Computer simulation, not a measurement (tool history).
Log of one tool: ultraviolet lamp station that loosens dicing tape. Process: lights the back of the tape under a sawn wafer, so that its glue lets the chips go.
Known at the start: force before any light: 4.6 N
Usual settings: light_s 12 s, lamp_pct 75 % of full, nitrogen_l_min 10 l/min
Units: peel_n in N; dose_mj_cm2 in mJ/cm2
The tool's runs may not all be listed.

{"run": 1, "hour": 0.0, "light_s": 12, "lamp_pct": 75, "nitrogen_l_min": 10, "peel_n": 0.471, "dose_mj_cm2": 458}
{"run": 2, "hour": 81.9, "light_s": 12, "lamp_pct": 92, "nitrogen_l_min": 10, "peel_n": 0.309, "dose_mj_cm2": 566}
{"run": 3, "hour": 131.1, "light_s": 12, "lamp_pct": 75, "nitrogen_l_min": 14, "peel_n": 0.335, "dose_mj_cm2": 459}
{"run": 4, "hour": 183.2, "light_s": 12, "lamp_pct": 75, "nitrogen_l_min": 14, "peel_n": 0.34, "dose_mj_cm2": 461}
{"run": 5, "hour": 219.4, "light_s": 12, "lamp_pct": 75, "nitrogen_l_min": 10, "peel_n": 0.444, "dose_mj_cm2": 459}
{"run": 6, "hour": 253.5, "light_s": 6, "lamp_pct": 75, "nitrogen_l_min": 10, "peel_n": 1.387, "dose_mj_cm2": 230}
{"run": 7, "hour": 297.3, "light_s": 11, "lamp_pct": 67, "nitrogen_l_min": 13, "peel_n": 0.567, "dose_mj_cm2": 376}
{"run": 8, "hour": 346.5, "light_s": 14, "lamp_pct": 93, "nitrogen_l_min": 9, "peel_n": 0.215, "dose_mj_cm2": 657}
{"run": 9, "hour": 410.7, "light_s": 14, "lamp_pct": 93, "nitrogen_l_min": 9, "peel_n": 0.231, "dose_mj_cm2": 660}
{"run": 10, "hour": 493.7, "light_s": 9, "lamp_pct": 75, "nitrogen_l_min": 10, "peel_n": 0.761, "dose_mj_cm2": 342}
{"run": 11, "hour": 569.4, "light_s": 12, "lamp_pct": 84, "nitrogen_l_min": 10, "peel_n": 0.344, "dose_mj_cm2": 513}

Some steps in dose_mj_cm2 between neighbouring runs. How much of each would the tool show without its hidden state too (settings, what came in, random variation), and how much is left for the hidden state, with any gauge scatter that isn't in both results?
The hidden state here: lamp's light, % of a new lamp's; light that the window lets through, % of a clean one's; drift of the gauge itself on peel_n, %; drift of the gauge itself on dose_mj_cm2, %.
Run 1 -> 2: lamp_pct 75 -> 92. dose_mj_cm2 +108 mJ/cm2: hidden state -1, all else +109.
Run 9 -> 10: light_s 14 -> 9, lamp_pct 93 -> 75, nitrogen_l_min 9 -> 10. dose_mj_cm2 -318 mJ/cm2: hidden state +1, all else -319.
